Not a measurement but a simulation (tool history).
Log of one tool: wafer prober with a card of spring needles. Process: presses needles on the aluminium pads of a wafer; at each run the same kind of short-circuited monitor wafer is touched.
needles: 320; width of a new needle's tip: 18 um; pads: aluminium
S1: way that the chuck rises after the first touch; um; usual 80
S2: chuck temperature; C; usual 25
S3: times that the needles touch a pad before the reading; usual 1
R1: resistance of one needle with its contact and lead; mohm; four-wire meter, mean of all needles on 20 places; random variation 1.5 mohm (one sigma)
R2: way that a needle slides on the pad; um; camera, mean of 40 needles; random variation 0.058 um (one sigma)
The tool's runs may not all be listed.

run 1 day=0.000 | S1=80 S2=25 S3=1 | R1=172 R2=15.18
-- day=0.142 tips cleaned on abrasive film
-- day=0.329 tips cleaned on abrasive film
-- day=0.562 tips cleaned on abrasive film
-- day=0.750 tips cleaned on abrasive film
-- day=0.983 tips cleaned on abrasive film
-- day=1.217 tips cleaned on abrasive film
-- day=1.404 tips cleaned on abrasive film
-- day=1.592 tips cleaned on abrasive film
run 2 day=1.754 | S1=80 S2=25 S3=3 | R1=163 R2=15.06
-- day=1.804 tips cleaned on abrasive film
-- day=2.038 tips cleaned on abrasive film
-- day=2.225 tips cleaned on abrasive film
-- day=2.458 tips cleaned on abrasive film
-- day=2.692 tips cleaned on abrasive film
-- day=2.925 tips cleaned on abrasive film
-- day=3.112 tips cleaned on abrasive film
-- day=3.346 tips cleaned on abrasive film
-- day=3.575 tips cleaned on abrasive film
run 3 day=3.729 | S1=80 S2=25 S3=3 | R1=161 R2=14.83
-- day=3.779 tips cleaned on abrasive film
-- day=3.967 tips cleaned on abrasive film
-- day=4.200 tips cleaned on abrasive film
-- day=4.388 tips cleaned on abrasive film
-- day=4.621 tips cleaned on abrasive film
-- day=4.854 tips cleaned on abrasive film
-- day=5.050 height of the first contact set anew
-- day=5.100 tips cleaned on abrasive film
-- day=5.333 tips cleaned on abrasive film
run 4 day=5.429 | S1=80 S2=25 S3=3 | R1=157 R2=15.21
-- day=5.525 tips cleaned on abrasive film
-- day=5.712 tips cleaned on abrasive film
-- day=5.896 tips cleaned on abrasive film
-- day=6.129 tips cleaned on abrasive film
-- day=6.317 tips cleaned on abrasive film
-- day=6.550 tips cleaned on abrasive film
-- day=6.738 tips cleaned on abrasive film
run 5 day=6.842 | S1=80 S2=25 S3=3 | R1=157 R2=15.08
-- day=6.938 tips cleaned on abrasive film
-- day=7.171 tips cleaned on abrasive film
-- day=7.400 tips cleaned on abrasive film
-- day=7.633 tips cleaned on abrasive film
-- day=7.867 tips cleaned on abrasive film
-- day=8.054 tips cleaned on abrasive film
-- day=8.242 tips cleaned on abrasive film
-- day=8.467 tips cleaned on abrasive film
run 6 day=8.467 | S1=80 S2=25 S3=3 | R1=147 R2=15.10
-- day=8.654 tips cleaned on abrasive film
-- day=8.842 tips cleaned on abrasive film
-- day=9.075 tips cleaned on abrasive film
-- day=9.262 tips cleaned on abrasive film
-- day=9.496 tips cleaned on abrasive film
-- day=9.683 tips cleaned on abrasive film
-- day=9.917 tips cleaned on abrasive film
run 7 day=10.042 | S1=80 S2=25 S3=2 | R1=168 R2=15.00
-- day=10.138 tips cleaned on abrasive film
-- day=10.371 tips cleaned on abrasive film
-- day=10.558 tips cleaned on abrasive film
-- day=10.792 tips cleaned on abrasive film
-- day=11.021 tips cleaned on abrasive film
-- day=11.217 height of the first contact set anew
-- day=11.267 tips cleaned on abrasive film
-- day=11.500 tips cleaned on abrasive film
run 8 day=11.592 | S1=80 S2=25 S3=1 | R1=176 R2=15.14
-- day=11.733 tips cleaned on abrasive film
-- day=11.962 tips cleaned on abrasive film
-- day=12.150 tips cleaned on abrasive film
-- day=12.338 tips cleaned on abrasive film
-- day=12.571 tips cleaned on abrasive film
-- day=12.758 tips cleaned on abrasive film
-- day=12.946 tips cleaned on abrasive film
-- day=13.179 tips cleaned on abrasive film
-- day=13.412 tips cleaned on abrasive film
-- day=13.646 tips cleaned on abrasive film
-- day=13.879 tips cleaned on abrasive film
run 9 day=14.050 | S1=98 S2=25 S3=1 | R1=172 R2=18.43
-- day=14.100 tips cleaned on abrasive film
-- day=14.333 tips cleaned on abrasive film
-- day=14.567 tips cleaned on abrasive film
-- day=14.754 tips cleaned on abrasive film
-- day=14.988 tips cleaned on abrasive film
run 10 day=15.158 | S1=98 S2=25 S3=1 | R1=178 R2=18.33
-- day=15.208 tips cleaned on abrasive film
-- day=15.396 tips cleaned on abrasive film
-- day=15.629 tips cleaned on abrasive film
-- day=15.862 tips cleaned on abrasive film
-- day=16.092 tips cleaned on abrasive film
-- day=16.279 tips cleaned on abrasive film
-- day=16.512 tips cleaned on abrasive film
-- day=16.700 tips cleaned on abrasive film
-- day=16.933 tips cleaned on abrasive film
-- day=17.142 tips cleaned on abrasive film
run 11 day=17.142 | S1=98 S2=25 S3=1 | R1=147 R2=18.24
-- day=17.375 tips cleaned on abrasive film
-- day=17.388 height of the first contact set anew
-- day=17.575 tips cleaned on abrasive film
-- day=17.808 tips cleaned on abrasive film
-- day=18.038 tips cleaned on abrasive film
-- day=18.225 tips cleaned on abrasive film
-- day=18.458 tips cleaned on abrasive film
-- day=18.646 tips cleaned on abrasive film
-- day=18.879 tips cleaned on abrasive film
run 12 day=19.012 | S1=86 S2=98 S3=3 | R1=173 R2=16.16
-- day=19.108 tips cleaned on abrasive film
-- day=19.296 tips cleaned on abrasive film
-- day=19.525 tips cleaned on abrasive film
-- day=19.758 tips cleaned on abrasive film
-- day=19.992 tips cleaned on abrasive film
-- day=20.179 tips cleaned on abrasive film
run 13 day=20.242 | S1=86 S2=98 S3=3 | R1=165 R2=16.22
-- day=20.383 tips cleaned on abrasive film
-- day=20.571 tips cleaned on abrasive film
-- day=20.758 tips cleaned on abrasive film
-- day=20.992 tips cleaned on abrasive film
-- day=21.179 tips cleaned on abrasive film
-- day=21.412 tips cleaned on abrasive film
-- day=21.912 card fitted with new needles
-- day=22.146 tips cleaned on abrasive film
run 14 day=22.246 | S1=80 S2=25 S3=2 | R1=147 R2=15.17
-- day=22.342 tips cleaned on abrasive film
-- day=22.529 tips cleaned on abrasive film
-- day=22.717 tips cleaned on abrasive film
-- day=22.950 tips cleaned on abrasive film
-- day=23.183 tips cleaned on abrasive film
-- day=23.371 tips cleaned on abrasive film
run 15 day=23.521 | S1=80 S2=25 S3=3 | R1=148 R2=15.21
-- day=23.571 tips cleaned on abrasive film
-- day=23.804 tips cleaned on abrasive film
-- day=24.038 tips cleaned on abrasive film
-- day=24.271 tips cleaned on abrasive film
-- day=24.454 tips cleaned on abrasive film
-- day=24.688 tips cleaned on abrasive film
run 16 day=24.825 | S1=77 S2=125 S3=1 | R1=181 R2=14.52
-- day=24.921 tips cleaned on abrasive film
-- day=25.108 tips cleaned on abrasive film
-- day=25.342 tips cleaned on abrasive film
-- day=25.529 tips cleaned on abrasive film
-- day=25.762 tips cleaned on abrasive film
-- day=25.996 tips cleaned on abrasive film
-- day=26.183 tips cleaned on abrasive film
-- day=26.417 tips cleaned on abrasive film
-- day=26.650 tips cleaned on abrasive film
-- day=26.883 tips cleaned on abrasive film
-- day=27.067 tips cleaned on abrasive film
-- day=27.300 tips cleaned on abrasive film
run 17 day=27.329 | S1=69 S2=28 S3=1 | R1=153 R2=12.78
-- day=27.517 tips cleaned on abrasive film
-- day=27.750 tips cleaned on abrasive film
-- day=27.983 tips cleaned on abrasive film
-- day=28.088 height of the first contact set anew
-- day=28.229 tips cleaned on abrasive film
-- day=28.417 tips cleaned on abrasive film
run 18 day=28.579 | S1=97 S2=28 S3=2 | R1=148 R2=18.46
-- day=28.629 tips cleaned on abrasive film
-- day=28.817 tips cleaned on abrasive film
-- day=29.050 tips cleaned on abrasive film
-- day=29.238 tips cleaned on abrasive film
-- day=29.471 tips cleaned on abrasive film
-- day=29.704 tips cleaned on abrasive film
-- day=29.938 tips cleaned on abrasive film
-- day=30.171 tips cleaned on abrasive film
-- day=30.404 tips cleaned on abrasive film
-- day=30.592 tips cleaned on abrasive film
-- day=30.825 tips cleaned on abrasive film
run 19 day=30.942 | S1=97 S2=28 S3=2 | R1=145 R2=18.20
-- day=31.038 tips cleaned on abrasive film
-- day=31.271 tips cleaned on abrasive film
-- day=31.458 tips cleaned on abrasive film
-- day=31.692 tips cleaned on abrasive film
-- day=31.925 tips cleaned on abrasive film
run 20 day=32.012 | S1=80 S2=25 S3=2 | R1=150 R2=14.95

Forecast each of these 3 alternatives for the next run:
-- day=32.154 tips cleaned on abrasive film
-- day=32.338 tips cleaned on abrasive film
-- day=32.571 tips cleaned on abrasive film
-- day=32.804 tips cleaned on abrasive film
-- day=33.038 tips cleaned on abrasive film
-- day=33.225 tips cleaned on abrasive film
-- day=33.458 tips cleaned on abrasive film
-- day=33.646 tips cleaned on abrasive film
-- day=33.838 tips cleaned on abrasive film
run A day=33.838 | S1=89 S2=25 S3=1 | R1=? R2=?
-- day=32.154 tips cleaned on abrasive film
-- day=32.338 tips cleaned on abrasive film
-- day=32.571 tips cleaned on abrasive film
-- day=32.804 tips cleaned on abrasive film
-- day=33.038 tips cleaned on abrasive film
-- day=33.225 tips cleaned on abrasive film
-- day=33.458 tips cleaned on abrasive film
-- day=33.646 tips cleaned on abrasive film
-- day=33.838 tips cleaned on abrasive film
run B day=33.838 | S1=74 S2=81 S3=1 | R1=? R2=?
-- day=32.154 tips cleaned on abrasive film
-- day=32.338 tips cleaned on abrasive film
-- day=32.571 tips cleaned on abrasive film
-- day=32.804 tips cleaned on abrasive film
-- day=33.038 tips cleaned on abrasive film
-- day=33.225 tips cleaned on abrasive film
-- day=33.458 tips cleaned on abrasive film
-- day=33.646 tips cleaned on abrasive film
-- day=33.838 tips cleaned on abrasive film
run C day=33.838 | S1=80 S2=25 S3=2 | R1=? R2=?

run=A R1=142 R2=16.57
run=B R1=155 R2=13.71
run=C R1=142 R2=14.84
Without the tool's hidden state the same runs would have given:
run=A R1=138 R2=16.91
run=B R1=148 R2=14.05
run=C R1=138 R2=15.18
